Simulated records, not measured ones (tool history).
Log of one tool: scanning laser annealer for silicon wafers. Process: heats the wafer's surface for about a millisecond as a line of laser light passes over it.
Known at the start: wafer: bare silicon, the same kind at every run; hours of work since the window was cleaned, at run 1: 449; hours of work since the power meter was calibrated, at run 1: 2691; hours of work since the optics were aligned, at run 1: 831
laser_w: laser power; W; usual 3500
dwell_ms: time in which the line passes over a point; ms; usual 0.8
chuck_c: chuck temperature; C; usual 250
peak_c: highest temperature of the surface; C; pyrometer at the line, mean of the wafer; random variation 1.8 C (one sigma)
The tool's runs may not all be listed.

run,hour,laser_w,dwell_ms,chuck_c,hours of work since the window was cleaned,hours of work since the power meter was calibrated,hours of work since the optics were aligned,peak_c
1,0,3500,0.8,250,449,2691,831,1040
2,81.7,3500,0.8,250,504,2746,887,1033
3,133.8,3500,0.8,250,540,2782,922,1030
4,235.7,3500,0.746,250,610,2852,992,998
5,335.2,3500,0.986,250,678,2919,1060,1115
6,421.2,3500,0.986,250,736,2978,1119,1108
7,467.8,3317,0.8,250,768,3010,1151,968
8,535.8,3317,0.8,250,815,3057,1197,967
# hour 601.1: optics aligned, line set to its width
9,601.7,3317,0.8,250,856,3098,0,985
10,667.6,3317,0.8,250,901,3143,45,978
# hour 675.6: window over the wafer cleaned
11,734.8,3317,0.8,250,40,3188,90,1019
12,800.8,3317,0.8,250,86,3233,135,1011
13,880.9,3500,0.8,250,140,3287,190,1057
14,923.5,3500,0.8,250,169,3317,219,1057
# hour 990.3: laser's power meter calibrated
15,990.3,3103,0.867,235,213,0,262,971
16,1039.5,2976,0.8,290,247,34,296,958
17,1092.8,2976,0.8,290,283,70,332,963
18,1159.5,3500,0.685,282,328,116,378,1022
19,1235.5,3500,0.685,282,380,167,430,1019
20,1299.2,3500,0.839,251,424,211,473,1071
21,1396.6,3500,0.839,251,490,278,540,1067
22,1454.3,3268,0.695,215,530,317,579,895
23,1555.9,3268,0.695,285,599,386,649,959
24,1608,3268,0.695,285,635,422,684,955
25,1692.7,3178,0.8,263,693,480,742,958
26,1759.6,3178,0.8,247,738,525,788,943
27,1820,3031,0.675,223,780,567,829,820

3 ways to go on from here, each from the tool as it stands after run 27. What would each give?
A,1877.5,3846,0.742,255,819,606,868,?
B,1877.5,2977,0.675,272,819,606,868,?
C,1877.5,3724,0.94,281,819,606,868,?

run,peak_c
A,1082
B,855
C,1191
Without the tool's hidden state the same runs would have given:
run,peak_c
A,1144
B,899
C,1259
